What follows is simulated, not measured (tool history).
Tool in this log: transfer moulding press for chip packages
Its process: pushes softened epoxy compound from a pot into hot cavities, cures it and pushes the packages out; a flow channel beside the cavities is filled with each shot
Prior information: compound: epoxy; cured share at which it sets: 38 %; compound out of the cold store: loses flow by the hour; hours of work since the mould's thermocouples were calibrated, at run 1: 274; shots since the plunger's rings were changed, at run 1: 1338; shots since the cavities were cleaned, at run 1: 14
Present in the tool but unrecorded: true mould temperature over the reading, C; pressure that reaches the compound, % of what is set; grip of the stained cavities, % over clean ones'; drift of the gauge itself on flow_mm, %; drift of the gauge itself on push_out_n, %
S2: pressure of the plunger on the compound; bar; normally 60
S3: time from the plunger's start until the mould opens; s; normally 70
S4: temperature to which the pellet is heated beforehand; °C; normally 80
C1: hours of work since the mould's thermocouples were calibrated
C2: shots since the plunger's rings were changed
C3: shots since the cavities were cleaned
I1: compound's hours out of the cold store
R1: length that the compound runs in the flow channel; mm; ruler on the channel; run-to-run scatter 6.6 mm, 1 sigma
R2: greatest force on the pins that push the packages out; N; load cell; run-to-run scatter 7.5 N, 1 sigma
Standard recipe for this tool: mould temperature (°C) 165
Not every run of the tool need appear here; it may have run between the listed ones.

{"run": 1, "hour": 0.0, "mould temperature (°C)": 165, "S2": 60, "S3": 70, "S4": 80, "C1": 274, "C2": 1338, "C3": 14, "I1": 16.2, "R1": 774, "R2": 352}
{"run": 2, "hour": 28.5, "mould temperature (°C)": 165, "S2": 60, "S3": 70, "S4": 80, "C1": 291, "C2": 1709, "C3": 385, "I1": 38.8, "R1": 732, "R2": 546}
{"hour": 70.5, "done": "cavities cleaned with cleaning compound and waxed"}
{"run": 3, "hour": 70.5, "mould temperature (°C)": 161, "S2": 60, "S3": 70, "S4": 80, "C1": 317, "C2": 2238, "C3": 0, "I1": 15.6, "R1": 765, "R2": 449}
{"run": 4, "hour": 124.4, "mould temperature (°C)": 161, "S2": 60, "S3": 70, "S4": 80, "C1": 350, "C2": 2940, "C3": 702, "I1": 36.4, "R1": 728, "R2": 821}
{"hour": 142.5, "done": "cavities cleaned with cleaning compound and waxed"}
{"hour": 163.7, "done": "mould's thermocouples calibrated"}
{"run": 5, "hour": 188.5, "mould temperature (°C)": 165, "S2": 60, "S3": 70, "S4": 80, "C1": 15, "C2": 3728, "C3": 573, "I1": 25, "R1": 723, "R2": 642}
{"hour": 218.5, "done": "cavities cleaned with cleaning compound and waxed"}
{"run": 6, "hour": 242.3, "mould temperature (°C)": 165, "S2": 53.1, "S3": 70, "S4": 80, "C1": 48, "C2": 4411, "C3": 310, "I1": 40.3, "R1": 651, "R2": 527}
{"hour": 289.4, "done": "cavities cleaned with cleaning compound and waxed"}
{"run": 7, "hour": 305.1, "mould temperature (°C)": 165, "S2": 53.1, "S3": 70, "S4": 80, "C1": 86, "C2": 5209, "C3": 205, "I1": 30.5, "R1": 652, "R2": 471}
{"hour": 316.8, "done": "mould's thermocouples calibrated, once more"}
{"hour": 365.4, "done": "cavities cleaned with cleaning compound and waxed"}
{"run": 8, "hour": 370.7, "mould temperature (°C)": 165, "S2": 53.1, "S3": 70, "S4": 80, "C1": 33, "C2": 6018, "C3": 70, "I1": 46.3, "R1": 624, "R2": 365}
{"hour": 381.7, "done": "plunger's sealing rings changed"}
{"run": 9, "hour": 405.1, "mould temperature (°C)": 165, "S2": 53.1, "S3": 70, "S4": 80, "C1": 52, "C2": 304, "C3": 485, "I1": 10.3, "R1": 750, "R2": 578}
{"hour": 438.7, "done": "cavities cleaned with cleaning compound and waxed"}
{"run": 10, "hour": 461.8, "mould temperature (°C)": 165, "S2": 53.1, "S3": 86, "S4": 80, "C1": 87, "C2": 1023, "C3": 300, "I1": 27.7, "R1": 709, "R2": 429}
{"hour": 508.6, "done": "cavities cleaned with cleaning compound and waxed"}
{"run": 11, "hour": 520.4, "mould temperature (°C)": 165, "S2": 56.7, "S3": 86, "S4": 79, "C1": 122, "C2": 1767, "C3": 153, "I1": 46.5, "R1": 686, "R2": 366}
{"hour": 579.2, "done": "cavities cleaned with cleaning compound and waxed"}
{"run": 12, "hour": 582.8, "mould temperature (°C)": 165, "S2": 70.3, "S3": 70, "S4": 80, "C1": 160, "C2": 2560, "C3": 46, "I1": 9.7, "R1": 841, "R2": 369}
{"run": 13, "hour": 622.5, "mould temperature (°C)": 165, "S2": 55.8, "S3": 51, "S4": 80, "C1": 185, "C2": 3078, "C3": 564, "I1": 22.3, "R1": 706, "R2": 1321}
{"hour": 651.8, "done": "cavities cleaned with cleaning compound and waxed"}
{"run": 14, "hour": 656.7, "mould temperature (°C)": 163, "S2": 55, "S3": 93, "S4": 87, "C1": 205, "C2": 3503, "C3": 63, "I1": 10.9, "R1": 733, "R2": 303}
{"run": 15, "hour": 716.3, "mould temperature (°C)": 158, "S2": 55, "S3": 70, "S4": 87, "C1": 242, "C2": 4281, "C3": 841, "I1": 42.1, "R1": 684, "R2": 1042}
{"hour": 721.7, "done": "cavities cleaned with cleaning compound and waxed"}
{"run": 16, "hour": 746.8, "mould temperature (°C)": 158, "S2": 55, "S3": 70, "S4": 71, "C1": 260, "C2": 4658, "C3": 327, "I1": 12.8, "R1": 733, "R2": 942}
{"hour": 792.2, "done": "cavities cleaned with cleaning compound and waxed"}
{"run": 17, "hour": 792.2, "mould temperature (°C)": 158, "S2": 55, "S3": 70, "S4": 71, "C1": 287, "C2": 5230, "C3": 0, "I1": 10.6, "R1": 725, "R2": 575}

Consider 3 possible next runs. They are alternatives, not a sequence: every one starts from the tool as it was left by run 17. What does each give?
{"run": "A", "hour": 831.2, "mould temperature (°C)": 158, "S2": 55, "S3": 52, "S4": 71, "C1": 311, "C2": 5738, "C3": 508, "I1": 32.2, "R1": "?", "R2": "?"}
{"run": "B", "hour": 831.2, "mould temperature (°C)": 159, "S2": 60, "S3": 63, "S4": 73, "C1": 311, "C2": 5738, "C3": 508, "I1": 12.5, "R1": "?", "R2": "?"}
{"run": "C", "hour": 831.2, "mould temperature (°C)": 165, "S2": 52.3, "S3": 96, "S4": 88, "C1": 311, "C2": 5738, "C3": 508, "I1": 34.1, "R1": "?", "R2": "?"}

run=A R1=687 R2=1941
run=B R1=750 R2=1282
run=C R1=632 R2=510
With no hidden state in the tool, these same runs would have given:
run=A R1=748 R2=1031
run=B R1=816 R2=680
run=C R1=688 R2=274
